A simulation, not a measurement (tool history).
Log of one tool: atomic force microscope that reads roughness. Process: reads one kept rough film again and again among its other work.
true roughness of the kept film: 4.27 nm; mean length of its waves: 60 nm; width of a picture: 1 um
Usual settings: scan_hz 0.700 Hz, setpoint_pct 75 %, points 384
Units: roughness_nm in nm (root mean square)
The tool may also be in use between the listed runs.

Run 1, day 0.000: usual settings. Result: roughness_nm 3.746 nm (root mean square).
Run 2, day 1.179: usual settings but scan_hz 0.710 Hz. Result: roughness_nm 3.705 nm (root mean square).
Run 3, day 2.717: usual settings but scan_hz 0.710 Hz. Result: roughness_nm 3.674 nm (root mean square).
Run 4, day 4.288: usual settings but scan_hz 0.710 Hz. Result: roughness_nm 3.609 nm (root mean square).
At day 4.838: new tip fitted.
Run 5, day 5.246: usual settings. Result: roughness_nm 3.981 nm (root mean square).
Run 6, day 6.688: usual settings. Result: roughness_nm 3.967 nm (root mean square).
Run 7, day 7.762: usual settings. Result: roughness_nm 3.900 nm (root mean square).
Run 8, day 8.704: usual settings but scan_hz 0.997 Hz. Result: roughness_nm 3.838 nm (root mean square).
Run 9, day 9.896: usual settings but scan_hz 0.997 Hz. Result: roughness_nm 3.798 nm (root mean square).
Run 10, day 11.638: usual settings but scan_hz 0.997 Hz. Result: roughness_nm 3.718 nm (root mean square).
Run 11, day 12.688: usual settings but scan_hz 0.997 Hz. Result: roughness_nm 3.695 nm (root mean square).
Run 12, day 13.454: usual settings but points 860. Result: roughness_nm 3.711 nm (root mean square).
Run 13, day 14.883: usual settings but points 860. Result: roughness_nm 3.673 nm (root mean square).
Run 14, day 16.292: usual settings but points 860. Result: roughness_nm 3.634 nm (root mean square).
At day 17.150: new tip fitted.
Run 15, day 17.500: usual settings. Result: roughness_nm 4.004 nm (root mean square).
Run 16, day 18.558: usual settings. Result: roughness_nm 3.985 nm (root mean square).
Run 17, day 19.779: usual settings but setpoint_pct 61 %. Result: roughness_nm 4.001 nm (root mean square).
Run 18, day 20.804: usual settings. Result: roughness_nm 3.901 nm (root mean square).
Run 19, day 21.971: usual settings. Result: roughness_nm 3.850 nm (root mean square).
Run 20, day 23.379: usual settings. Result: roughness_nm 3.783 nm (root mean square).
Run 21, day 24.612: usual settings. Result: roughness_nm 3.749 nm (root mean square).
Run 22, day 26.392: usual settings. Result: roughness_nm 3.682 nm (root mean square).
Run 23, day 27.554: usual settings. Result: roughness_nm 3.653 nm (root mean square).
Run 24, day 28.362: usual settings but setpoint_pct 66 %. Result: roughness_nm 3.693 nm (root mean square).
At day 29.471: new tip fitted.
Run 25, day 29.717: usual settings but points 424. Result: roughness_nm 4.022 nm (root mean square).
Run 26, day 30.517: usual settings but points 424. Result: roughness_nm 4.012 nm (root mean square).
Run 27, day 31.308: usual settings but scan_hz 1.365 Hz, points 473. Result: roughness_nm 3.857 nm (root mean square).
Run 28, day 32.542: usual settings but scan_hz 1.304 Hz, setpoint_pct 60 %, points 483. Result: roughness_nm 3.911 nm (root mean square).
Run 29, day 33.783: usual settings but scan_hz 3.610 Hz, points 301. Result: roughness_nm 3.445 nm (root mean square).
Run 30, day 34.558: usual settings but scan_hz 3.610 Hz, points 301. Result: roughness_nm 3.467 nm (root mean square).
Run 31, day 35.708: usual settings but scan_hz 3.610 Hz, points 301. Result: roughness_nm 3.414 nm (root mean square).
Run 32, day 36.575: usual settings but scan_hz 1.776 Hz, setpoint_pct 67 %. Result: roughness_nm 3.741 nm (root mean square).
Run 33, day 37.321: usual settings but setpoint_pct 83 %. Result: roughness_nm 3.711 nm (root mean square).
Run 34, day 38.983: usual settings but setpoint_pct 69 %, points 423. Result: roughness_nm 3.748 nm (root mean square).
Run 35, day 40.596: usual settings but scan_hz 1.183 Hz, points 441. Result: roughness_nm 3.567 nm (root mean square).
Run 36, day 41.604: usual settings but scan_hz 1.183 Hz, points 441. Result: roughness_nm 3.585 nm (root mean square).
At day 41.738: new tip fitted.
Run 37, day 42.833: usual settings but scan_hz 0.823 Hz, setpoint_pct 62 %. Result: roughness_nm 4.054 nm (root mean square).
Run 38, day 43.742: usual settings but scan_hz 0.823 Hz, setpoint_pct 70 %. Result: roughness_nm 3.988 nm (root mean square).
Run 39, day 45.312: usual settings but scan_hz 0.823 Hz, setpoint_pct 70 %. Result: roughness_nm 3.921 nm (root mean square).
Run 40, day 46.454: usual settings but scan_hz 0.823 Hz, setpoint_pct 70 %. Result: roughness_nm 3.912 nm (root mean square).
Run 41, day 47.854: usual settings but scan_hz 1.440 Hz. Result: roughness_nm 3.734 nm (root mean square).
Run 42, day 48.675: usual settings but scan_hz 1.962 Hz, points 715. Result: roughness_nm 3.622 nm (root mean square).
Run 43, day 49.862: usual settings but scan_hz 0.809 Hz, setpoint_pct 76 %, points 842. Result: roughness_nm 3.718 nm (root mean square).
Run 44, day 51.408: usual settings but setpoint_pct 80 %. Result: roughness_nm 3.672 nm (root mean square).
Run 45, day 52.788: usual settings but points 741. Result: roughness_nm 3.664 nm (root mean square).
At day 53.917: new tip fitted.
Run 46, day 53.917: usual settings but scan_hz 3.821 Hz, setpoint_pct 77 %. Result: roughness_nm 3.538 nm (root mean square).
Run 47, day 55.450: usual settings but scan_hz 1.695 Hz, points 839. Result: roughness_nm 3.825 nm (root mean square).
Run 48, day 56.671: usual settings but scan_hz 1.695 Hz, points 839. Result: roughness_nm 3.810 nm (root mean square).
Run 49, day 57.538: usual settings but scan_hz 1.295 Hz. Result: roughness_nm 3.807 nm (root mean square).
Run 50, day 59.108: usual settings but scan_hz 3.125 Hz, setpoint_pct 55 %, points 736. Result: roughness_nm 3.840 nm (root mean square).
Run 51, day 60.583: usual settings but scan_hz 1.746 Hz, setpoint_pct 87 %, points 388. Result: roughness_nm 3.471 nm (root mean square).
Run 52, day 61.762: usual settings but scan_hz 1.746 Hz, setpoint_pct 89 %, points 336. Result: roughness_nm 3.407 nm (root mean square).

Measured less the same run without the tool's hidden state. The same run-to-run variation is in both; the gauge's scatter may not be:
The hidden state here: radius of the tip, nm; height scale over the true one, %; drift of the gauge itself on roughness_nm, %.
run  roughness_nm
  1        -0.252
  2        -0.289
  3        -0.339
  4        -0.386
  5        -0.014
  6        -0.062
  7        -0.099
  8        -0.130
  9        -0.174
 10        -0.228
 11        -0.263
 12        -0.291
 13        -0.337
 14        -0.376
 15        -0.006
 16        -0.044
 17        -0.094
 18        -0.125
 19        -0.165
 20        -0.207
 21        -0.244
 22        -0.299
 23        -0.332
 24        -0.364
 25        +0.003
 26        -0.025
 27        -0.052
 28        -0.094
 29        -0.123
 30        -0.147
 31        -0.178
 32        -0.223
 33        -0.244
 34        -0.302
 35        -0.336
 36        -0.369
 37        -0.015
 38        -0.050
 39        -0.100
 40        -0.141
 41        -0.182
 42        -0.204
 43        -0.250
 44        -0.296
 45        -0.339
 46        +0.017
 47        -0.032
 48        -0.075
 49        -0.100
 50        -0.153
 51        -0.182
 52        -0.215
